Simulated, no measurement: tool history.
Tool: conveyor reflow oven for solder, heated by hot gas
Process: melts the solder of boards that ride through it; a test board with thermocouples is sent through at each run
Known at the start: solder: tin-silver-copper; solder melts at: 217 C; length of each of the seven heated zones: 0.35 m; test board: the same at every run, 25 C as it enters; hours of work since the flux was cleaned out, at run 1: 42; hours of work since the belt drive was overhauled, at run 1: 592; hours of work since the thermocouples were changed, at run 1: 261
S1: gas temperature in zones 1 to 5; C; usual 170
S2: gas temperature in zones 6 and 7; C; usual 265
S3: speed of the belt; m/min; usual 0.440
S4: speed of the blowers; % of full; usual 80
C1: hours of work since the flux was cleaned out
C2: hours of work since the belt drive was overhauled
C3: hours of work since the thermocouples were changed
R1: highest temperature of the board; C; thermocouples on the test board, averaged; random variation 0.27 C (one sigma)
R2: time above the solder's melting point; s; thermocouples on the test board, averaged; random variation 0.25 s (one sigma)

Run 1, day 0.000: usual settings; C1 42; C2 592; C3 261. Result: R1 253.0 C, R2 73.3 s.
Run 2, day 0.217: usual settings; C1 45; C2 596; C3 264. Result: R1 252.9 C, R2 73.4 s.
Run 3, day 0.454: usual settings but S2 258 C; C1 49; C2 599; C3 268. Result: R1 246.8 C, R2 68.0 s.
Run 4, day 0.875: usual settings but S2 258 C; C1 55; C2 606; C3 274. Result: R1 246.5 C, R2 67.9 s.
Run 5, day 1.142: usual settings; C1 59; C2 610; C3 278. Result: R1 252.9 C, R2 73.3 s.
At day 1.338: belt drive overhauled, speed set with a stopwatch.
Run 6, day 1.550: usual settings; C1 63; C2 3; C3 282. Result: R1 253.3 C, R2 74.7 s.
Run 7, day 1.804: usual settings but S1 172 C, S2 276 C, S4 58 % of full; C1 67; C2 7; C3 286. Result: R1 257.8 C, R2 76.8 s.
Run 8, day 2.221: usual settings but S1 172 C, S2 276 C, S4 58 % of full; C1 73; C2 14; C3 292. Result: R1 257.2 C, R2 76.8 s.
Run 9, day 2.546: usual settings but S1 172 C, S2 276 C, S4 58 % of full; C1 78; C2 19; C3 297. Result: R1 257.5 C, R2 76.4 s.
Run 10, day 2.875: usual settings but S1 156 C, S4 66 % of full; C1 83; C2 24; C3 302. Result: R1 247.2 C, R2 62.1 s.

Forecast each of these 5 alternatives for the next run:
Run A, day 3.225: usual settings but S3 0.401 m/min, S4 59 % of full; C1 89; C2 29; C3 308. Result: R1 ?, R2 ?.
Run B, day 3.225: usual settings but S1 156 C, S2 260 C, S4 66 % of full; C1 89; C2 29; C3 308. Result: R1 ?, R2 ?.
Run C, day 3.225: usual settings but S1 160 C, S2 278 C, S4 51 % of full; C1 89; C2 29; C3 308. Result: R1 ?, R2 ?.
Run D, day 3.225: usual settings but S1 156 C, S4 59 % of full; C1 89; C2 29; C3 308. Result: R1 ?, R2 ?.
Run E, day 3.225: usual settings but S3 0.500 m/min; C1 89; C2 29; C3 308. Result: R1 ?, R2 ?.

run     R1    R2
  A  250.6  78.0
  B  242.9  57.0
  C  254.0  68.0
  D  245.0  58.6
  E  249.3  60.9
Without the tool's hidden state the same runs would have given:
run     R1    R2
  A  251.4  76.6
  B  243.7  56.4
  C  254.5  66.5
  D  245.7  57.7
  E  250.3  60.1

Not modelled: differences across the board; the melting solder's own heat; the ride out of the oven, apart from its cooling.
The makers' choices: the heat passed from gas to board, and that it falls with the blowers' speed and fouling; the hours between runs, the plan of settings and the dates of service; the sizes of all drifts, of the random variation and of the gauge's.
